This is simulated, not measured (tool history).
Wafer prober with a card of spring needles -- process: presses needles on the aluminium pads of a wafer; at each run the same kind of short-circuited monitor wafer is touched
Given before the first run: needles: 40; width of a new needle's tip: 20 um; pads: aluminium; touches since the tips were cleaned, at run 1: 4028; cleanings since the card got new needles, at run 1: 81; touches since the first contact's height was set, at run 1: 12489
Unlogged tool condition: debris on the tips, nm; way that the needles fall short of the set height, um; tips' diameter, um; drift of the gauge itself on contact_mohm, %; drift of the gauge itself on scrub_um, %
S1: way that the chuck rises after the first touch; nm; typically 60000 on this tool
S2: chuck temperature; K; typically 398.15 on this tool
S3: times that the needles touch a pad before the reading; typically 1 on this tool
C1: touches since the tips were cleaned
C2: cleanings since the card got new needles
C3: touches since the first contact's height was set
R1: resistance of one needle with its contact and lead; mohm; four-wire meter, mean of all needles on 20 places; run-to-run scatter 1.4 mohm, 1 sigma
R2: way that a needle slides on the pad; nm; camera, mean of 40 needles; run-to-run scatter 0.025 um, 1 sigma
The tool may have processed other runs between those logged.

| run | hour | S1 | S2 | S3 | C1 | C2 | C3 | R1 | R2 |
|---|---|---|---|---|---|---|---|---|---|
| 1 | 0 | 60000 | 398.15 | 1 | 4028 | 81 | 12489 | 128 | 15600 |
|  | 3.3 | tips cleaned on abrasive film |
|  | 18.3 | tips cleaned on abrasive film |
| 2 | 24.9 | 60000 | 398.15 | 1 | 2506 | 83 | 21893 | 130 | 15670 |
|  | 33.6 | tips cleaned on abrasive film |
|  | 49.3 | tips cleaned on abrasive film |
| 3 | 61.7 | 60000 | 398.15 | 1 | 4709 | 85 | 35809 | 132 | 15640 |
|  | 65 | tips cleaned on abrasive film |
|  | 80.7 | tips cleaned on abrasive film |
| 4 | 86.3 | 60000 | 398.15 | 1 | 2144 | 87 | 45087 | 130 | 15640 |
|  | 94.9 | tips cleaned on abrasive film |
|  | 109.8 | tips cleaned on abrasive film |
|  | 123.8 | tips cleaned on abrasive film |
| 5 | 123.8 | 60000 | 398.15 | 1 | 0 | 90 | 59231 | 129 | 15580 |
|  | 138.9 | tips cleaned on abrasive film |
|  | 151.7 | tips cleaned on abrasive film |
| 6 | 153.7 | 60000 | 398.15 | 1 | 766 | 92 | 70554 | 130 | 15590 |
|  | 163.2 | height of the first contact set anew |
|  | 166.5 | tips cleaned on abrasive film |
|  | 182.3 | tips cleaned on abrasive film |
| 7 | 185 | 60000 | 398.15 | 1 | 1053 | 94 | 8234 | 128 | 15630 |
|  | 196.5 | tips cleaned on abrasive film |
|  | 212.5 | tips cleaned on abrasive film |
| 8 | 217.9 | 60000 | 398.15 | 1 | 2062 | 96 | 20646 | 130 | 15600 |
|  | 226.5 | tips cleaned on abrasive film |
|  | 241.1 | tips cleaned on abrasive film |
| 9 | 241.1 | 60000 | 398.15 | 1 | 0 | 98 | 29407 | 128 | 15650 |
|  | 256.8 | tips cleaned on abrasive film |
|  | 271.4 | tips cleaned on abrasive film |
| 10 | 279.4 | 60000 | 398.15 | 1 | 3038 | 100 | 43911 | 129 | 15650 |
|  | 285.9 | tips cleaned on abrasive film |
|  | 300.6 | tips cleaned on abrasive film |
| 11 | 306.2 | 60000 | 398.15 | 1 | 2119 | 102 | 54012 | 130 | 15660 |
|  | 315.8 | tips cleaned on abrasive film |
|  | 331.2 | tips cleaned on abrasive film |
|  | 346.3 | tips cleaned on abrasive film |
| 12 | 352.6 | 60000 | 398.15 | 1 | 2378 | 105 | 71535 | 130 | 15620 |
|  | 361.4 | tips cleaned on abrasive film |
|  | 361.7 | height of the first contact set anew |
|  | 377.1 | tips cleaned on abrasive film |
|  | 390.5 | tips cleaned on abrasive film |
| 13 | 395.8 | 60000 | 398.15 | 1 | 1983 | 108 | 12883 | 130 | 15660 |
|  | 404.6 | tips cleaned on abrasive film |
|  | 420 | tips cleaned on abrasive film |
| 14 | 421.9 | 60000 | 398.15 | 1 | 723 | 110 | 22757 | 131 | 15700 |
|  | 434.4 | tips cleaned on abrasive film |
| 15 | 447 | 60000 | 398.15 | 1 | 4788 | 111 | 32270 | 131 | 15660 |
|  | 450.3 | tips cleaned on abrasive film |
|  | 465.4 | tips cleaned on abrasive film |
| 16 | 471.9 | 60000 | 398.15 | 1 | 2459 | 113 | 41644 | 131 | 15620 |
|  | 478.3 | tips cleaned on abrasive film |
|  | 494.3 | tips cleaned on abrasive film |
| 17 | 498.1 | 77000 | 321.15 | 2 | 1437 | 115 | 51544 | 115 | 20100 |
|  | 507.3 | tips cleaned on abrasive film |
|  | 522.4 | tips cleaned on abrasive film |
|  | 536.6 | tips cleaned on abrasive film |
| 18 | 548.8 | 71000 | 398.15 | 3 | 4646 | 118 | 70713 | 127 | 18590 |
|  | 552.1 | tips cleaned on abrasive film |
|  | 560.3 | height of the first contact set anew |
|  | 566.7 | tips cleaned on abrasive film |
| 19 | 573.1 | 50000 | 356.15 | 2 | 2420 | 120 | 4838 | 127 | 13060 |
|  | 581.7 | tips cleaned on abrasive film |
|  | 597.6 | tips cleaned on abrasive film |
| 20 | 603.5 | 60000 | 398.15 | 3 | 2254 | 122 | 16344 | 128 | 15710 |
|  | 613 | tips cleaned on abrasive film |
|  | 628.6 | tips cleaned on abrasive film |
|  | 643.6 | tips cleaned on abrasive film |
| 21 | 651.2 | 53000 | 308.15 | 3 | 2918 | 125 | 34379 | 119 | 13910 |
|  | 657.6 | tips cleaned on abrasive film |
|  | 673 | tips cleaned on abrasive film |
|  | 687.4 | tips cleaned on abrasive film |
| 22 | 689.8 | 53000 | 308.15 | 3 | 908 | 128 | 48946 | 118 | 13860 |
|  | 701.9 | tips cleaned on abrasive film |
|  | 717.4 | tips cleaned on abrasive film |
|  | 732.5 | tips cleaned on abrasive film |
| 23 | 737.2 | 64000 | 360.15 | 3 | 1791 | 131 | 66857 | 123 | 16790 |
|  | 746 | tips cleaned on abrasive film |
|  | 758.2 | height of the first contact set anew |
|  | 761.5 | tips cleaned on abrasive film |
|  | 776.6 | tips cleaned on abrasive film |
| 24 | 778.1 | 60000 | 324.15 | 2 | 545 | 134 | 7478 | 121 | 15750 |
|  | 790.7 | tips cleaned on abrasive film |
|  | 803.8 | tips cleaned on abrasive film |
| 25 | 803.8 | 64000 | 301.15 | 1 | 0 | 136 | 17177 | 117 | 16770 |
|  | 819.7 | tips cleaned on abrasive film |
| 26 | 825.4 | 64000 | 301.15 | 1 | 2165 | 137 | 25374 | 114 | 16740 |
|  | 833.6 | tips cleaned on abrasive film |
|  | 848.1 | tips cleaned on abrasive film |
| 27 | 856.6 | 64000 | 301.15 | 1 | 3251 | 139 | 37169 | 113 | 16750 |
|  | 863.1 | tips cleaned on abrasive film |
|  | 878.5 | tips cleaned on abrasive film |
|  | 884.9 | gauge calibrated |
| 28 | 885.6 | 51000 | 309.15 | 1 | 2684 | 141 | 48100 | 121 | 13230 |
|  | 891.9 | tips cleaned on abrasive film |
|  | 906.3 | tips cleaned on abrasive film |
|  | 921.2 | tips cleaned on abrasive film |
| 29 | 923.5 | 73000 | 361.15 | 1 | 865 | 144 | 62416 | 118 | 18950 |

Predict each of these 3 candidate next runs independently; none follows another, all start after run 29:
|  | 935.1 | tips cleaned on abrasive film |
| A | 946.1 | 60000 | 299.15 | 2 | 4167 | 145 | 70971 | ? | ? |
|  | 935.1 | tips cleaned on abrasive film |
| B | 946.1 | 60000 | 398.15 | 2 | 4167 | 145 | 70971 | ? | ? |
|  | 935.1 | tips cleaned on abrasive film |
| C | 946.1 | 63000 | 303.15 | 1 | 4167 | 145 | 70971 | ? | ? |

| run | R1 | R2 |
|---|---|---|
| A | 115 | 15590 |
| B | 129 | 15610 |
| C | 114 | 16370 |
With the hidden condition removed and each run's random variation left untouched, the same runs would have given:
| run | R1 | R2 |
|---|---|---|
| A | 115 | 15590 |
| B | 128 | 15600 |
| C | 114 | 16360 |
